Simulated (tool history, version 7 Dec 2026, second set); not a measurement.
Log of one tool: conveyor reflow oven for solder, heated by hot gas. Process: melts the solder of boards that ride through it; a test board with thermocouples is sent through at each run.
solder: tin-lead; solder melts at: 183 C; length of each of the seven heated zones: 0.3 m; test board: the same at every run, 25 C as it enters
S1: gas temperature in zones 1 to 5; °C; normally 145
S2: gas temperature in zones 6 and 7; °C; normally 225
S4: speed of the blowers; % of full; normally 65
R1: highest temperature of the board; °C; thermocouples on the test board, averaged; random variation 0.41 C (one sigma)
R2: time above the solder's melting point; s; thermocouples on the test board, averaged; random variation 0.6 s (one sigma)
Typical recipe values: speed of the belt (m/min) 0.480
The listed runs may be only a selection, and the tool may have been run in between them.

Run 1, hour 0.0: usual settings. Result: R1 211.0 °C, R2 53.3 s.
Run 2, hour 7.6: usual settings. Result: R1 210.8 °C, R2 54.6 s.
Run 3, hour 16.4: usual settings. Result: R1 210.7 °C, R2 54.6 s.
Run 4, hour 30.0: usual settings. Result: R1 211.7 °C, R2 53.9 s.
Run 5, hour 44.4: usual settings but S4 78 % of full. Result: R1 213.6 °C, R2 57.5 s.
Run 6, hour 54.6: usual settings but S4 78 % of full. Result: R1 213.6 °C, R2 55.8 s.
At hour 68.0: flux residue cleaned out of gas plates and filters.
Run 7, hour 73.7: usual settings but S4 78 % of full. Result: R1 213.4 °C, R2 56.4 s.
Run 8, hour 80.2: usual settings but S2 222 °C, speed of the belt (m/min) 0.398. Result: R1 212.6 °C, R2 68.7 s.
Run 9, hour 87.6: usual settings but S1 130 °C, S2 227 °C, speed of the belt (m/min) 0.443, S4 69 % of full. Result: R1 213.5 °C, R2 55.9 s.
Run 10, hour 101.7: usual settings but S1 152 °C, S2 227 °C. Result: R1 214.2 °C, R2 59.2 s.
Run 11, hour 115.5: usual settings but S1 133 °C, S2 219 °C, speed of the belt (m/min) 0.551, S4 63 % of full. Result: R1 199.2 °C, R2 30.7 s.
Run 12, hour 122.9: usual settings but S1 150 °C, S4 85 % of full. Result: R1 215.9 °C, R2 60.8 s.
Run 13, hour 136.5: usual settings but S2 231 °C, speed of the belt (m/min) 0.483. Result: R1 216.5 °C, R2 59.0 s.
Run 14, hour 148.7: usual settings but S2 234 °C, speed of the belt (m/min) 0.491, S4 57 % of full. Result: R1 215.0 °C, R2 56.2 s.

Consider 4 possible next runs. They are alternatives, not a sequence: every one starts from the tool as it was left by run 14. What does each give?
Run A, hour 154.8: usual settings but S1 138 °C. Result: R1 ?, R2 ?.
Run B, hour 154.8: usual settings but S1 134 °C, S2 230 °C, speed of the belt (m/min) 0.392. Result: R1 ?, R2 ?.
Run C, hour 154.8: usual settings but S1 139 °C, S2 227 °C, speed of the belt (m/min) 0.491, S4 76 % of full. Result: R1 ?, R2 ?.
Run D, hour 154.8: usual settings but S1 154 °C, speed of the belt (m/min) 0.463. Result: R1 ?, R2 ?.

run     R1    R2
  A  209.8  51.0
  B  219.4  70.5
  C  214.1  54.1
  D  214.1  62.9
Take away the tool's hidden state, keep each run's random variation, and the runs would have read:
run     R1    R2
  A  209.7  50.9
  B  219.3  70.4
  C  214.0  54.1
  D  214.0  62.8
